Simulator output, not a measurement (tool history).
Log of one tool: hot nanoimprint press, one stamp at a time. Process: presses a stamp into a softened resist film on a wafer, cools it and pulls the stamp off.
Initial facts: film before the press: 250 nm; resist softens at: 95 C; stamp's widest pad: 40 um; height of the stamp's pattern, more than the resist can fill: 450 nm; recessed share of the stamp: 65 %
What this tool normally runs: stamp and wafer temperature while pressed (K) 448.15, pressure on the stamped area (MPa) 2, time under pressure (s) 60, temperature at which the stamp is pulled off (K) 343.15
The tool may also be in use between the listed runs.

| run | hour | stamp and wafer temperature while pressed (K) | pressure on the stamped area (MPa) | time under pressure (s) | temperature at which the stamp is pulled off (K) | resist left under the stamp's widest pad (nm) | greatest force while the stamp is pulled off (N) |
|---|---|---|---|---|---|---|---|
| 1 | 0 | 448.15 | 2 | 60 | 343.15 | 104 | 148 |
|  | 19.7 | stamp cleaned and given a new release coat |
| 2 | 47.2 | 448.15 | 2 | 60 | 330.15 | 103.5 | 196 |
| 3 | 90.9 | 448.15 | 2 | 60 | 343.15 | 103.6 | 147 |
| 4 | 154.1 | 450.15 | 2 | 60 | 343.15 | 98.5 | 149 |
|  | 166.8 | stamp cleaned and given a new release coat |
| 5 | 224.3 | 450.15 | 2 | 60 | 343.15 | 98.6 | 146 |
| 6 | 288.4 | 448.15 | 2 | 60 | 344.15 | 103.3 | 147 |
|  | 316.6 | stamp cleaned and given a new release coat |
| 7 | 362.6 | 448.15 | 2 | 60 | 344.15 | 103.1 | 145 |
| 8 | 433.8 | 448.15 | 2 | 60 | 344.15 | 102.8 | 144 |
|  | 464 | stamp cleaned and given a new release coat |
| 9 | 476.2 | 448.15 | 1.63 | 60 | 343.15 | 113 | 147 |
|  | 518.3 | plate thermocouple calibrated |
| 10 | 519.8 | 448.15 | 2 | 60 | 351.15 | 102.7 | 119 |
| 11 | 580.4 | 448.15 | 2 | 60 | 351.15 | 102.4 | 119 |
|  | 614.5 | stamp cleaned and given a new release coat |
|  | 644.5 | press's hydraulic seals changed and the load cell set to zero |
| 12 | 650.1 | 448.15 | 2 | 60 | 351.15 | 102.6 | 118 |
| 13 | 703.4 | 448.15 | 2 | 60 | 338.15 | 102 | 165 |
|  | 718.6 | gauge calibrated |
|  | 773.6 | stamp cleaned and given a new release coat |
| 14 | 781.3 | 448.15 | 2 | 60 | 347.15 | 103.5 | 133 |
| 15 | 816.9 | 448.15 | 2 | 60 | 329.15 | 103.8 | 199 |
| 16 | 879.3 | 458.15 | 2 | 33 | 343.15 | 104.3 | 148 |
| 17 | 909 | 458.15 | 2 | 33 | 343.15 | 104.1 | 149 |
|  | 921.8 | stamp cleaned and given a new release coat |
| 18 | 980.7 | 458.15 | 2 | 108 | 343.15 | 63.1 | 148 |
| 19 | 1011.1 | 448.15 | 2.79 | 49 | 343.15 | 95.9 | 149 |
| 20 | 1061.6 | 452.15 | 2.75 | 102 | 334.15 | 63.7 | 180 |
|  | 1074.3 | stamp cleaned and given a new release coat |
| 21 | 1117.4 | 448.15 | 2 | 60 | 332.15 | 103 | 185 |
|  | 1136.8 | plate thermocouple calibrated |
| 22 | 1156.5 | 458.15 | 1.36 | 84 | 343.15 | 85.1 | 149 |
| 23 | 1193.8 | 458.15 | 1.36 | 84 | 343.15 | 85 | 148 |
|  | 1225.9 | stamp cleaned and given a new release coat |
| 24 | 1233.8 | 458.15 | 2.18 | 33 | 335.15 | 99.8 | 176 |
| 25 | 1302.2 | 457.15 | 3.04 | 74 | 344.15 | 61.5 | 145 |
|  | 1373.2 | stamp cleaned and given a new release coat |
| 26 | 1378.4 | 448.15 | 2 | 60 | 341.15 | 102.5 | 154 |
| 27 | 1427.2 | 448.15 | 1.94 | 60 | 343.15 | 103.9 | 148 |
| 28 | 1464 | 460.15 | 1.41 | 120 | 335.15 | 68.1 | 177 |
|  | 1521.7 | stamp cleaned and given a new release coat |
| 29 | 1536.9 | 460.15 | 1.41 | 120 | 335.15 | 68 | 176 |

3 options for the next run, each taken on its own from the tool as it stands now. Forecast them:
| A | 1606 | 459.15 | 1.69 | 120 | 347.15 | ? | ? |
| B | 1606 | 457.15 | 1.41 | 120 | 335.15 | ? | ? |
| C | 1606 | 459.15 | 1.79 | 60 | 343.15 | ? | ? |

| run | resist left under the stamp's widest pad (nm) | greatest force while the stamp is pulled off (N) |
|---|---|---|
| A | 63.5 | 133 |
| B | 72.6 | 178 |
| C | 83.1 | 149 |
The same runs, with their run-to-run variation unchanged, on a tool lacking any hidden condition would have given:
| run | resist left under the stamp's widest pad (nm) | greatest force while the stamp is pulled off (N) |
|---|---|---|
| A | 64.5 | 133 |
| B | 73.8 | 178 |
| C | 84.4 | 149 |

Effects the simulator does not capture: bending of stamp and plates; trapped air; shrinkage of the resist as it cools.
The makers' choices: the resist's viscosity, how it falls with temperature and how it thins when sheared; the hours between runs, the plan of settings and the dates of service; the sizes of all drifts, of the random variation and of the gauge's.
